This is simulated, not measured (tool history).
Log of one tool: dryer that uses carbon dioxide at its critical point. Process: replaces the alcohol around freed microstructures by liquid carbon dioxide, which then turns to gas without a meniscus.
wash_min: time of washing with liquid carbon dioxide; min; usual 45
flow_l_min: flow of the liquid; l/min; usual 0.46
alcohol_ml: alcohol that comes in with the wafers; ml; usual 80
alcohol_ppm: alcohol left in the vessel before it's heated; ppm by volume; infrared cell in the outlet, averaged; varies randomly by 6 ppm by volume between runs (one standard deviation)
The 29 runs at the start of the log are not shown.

run   hour  wash_min  flow_l_min  alcohol_ml  hours of work since the filter was changed  hours of work since the purifier's bed was changed  alcohol_ppm
 30  360.1        45       0.291         106                                          86                                                 435         1766
 31  376.8        45       0.291         106                                          92                                                 442         1783
 32  394.9        58        0.46          22                                         100                                                 449           63
 33  409.6        57        0.46          29                                         106                                                 455           81
 34  417.8        46        0.59          90                                         109                                                 459          113
 35  435.7        60        0.46          80                                         117                                                 466          106
 36  443.6        60        0.46          80                                         120                                                 469          109
 37  455.8        66        0.46          24                                         125                                                 474           69
 38  468.1        66        0.46          24                                         130                                                 479           59
 39  477.3        66        0.46          24                                         134                                                 483           57
 40  493.5        66        0.46          24                                         140                                                 490           64
 41  502.3        32        0.46          80                                         144                                                 493          963
 42  510.3        45       0.306          80                                         147                                                 497         1273
 43  523.8        66       0.584          56                                         153                                                 502           58
 44  535.3        42       0.303          56                                         157                                                 507         1113
 45    547        42       0.303          36                                         162                                                 512          722

5 ways to go on from here, each from the tool as it stands after run 45. What would each give?
  A  559.3        46       0.495         116                                         167                                                 517            ?
  B  559.3        65        0.46          80                                         167                                                 517            ?
  C  559.3        45       0.766          30                                         167                                                 517            ?
  D  559.3        45       0.397          43                                         167                                                 517            ?
  E  559.3        67       0.462          33                                         167                                                 517            ?

run  alcohol_ppm
  A          318
  B          107
  C           51
  D          335
  E           60
Without the tool's hidden state the same runs would have given:
run  alcohol_ppm
  A          201
  B           45
  C            4
  D          226
  E            9

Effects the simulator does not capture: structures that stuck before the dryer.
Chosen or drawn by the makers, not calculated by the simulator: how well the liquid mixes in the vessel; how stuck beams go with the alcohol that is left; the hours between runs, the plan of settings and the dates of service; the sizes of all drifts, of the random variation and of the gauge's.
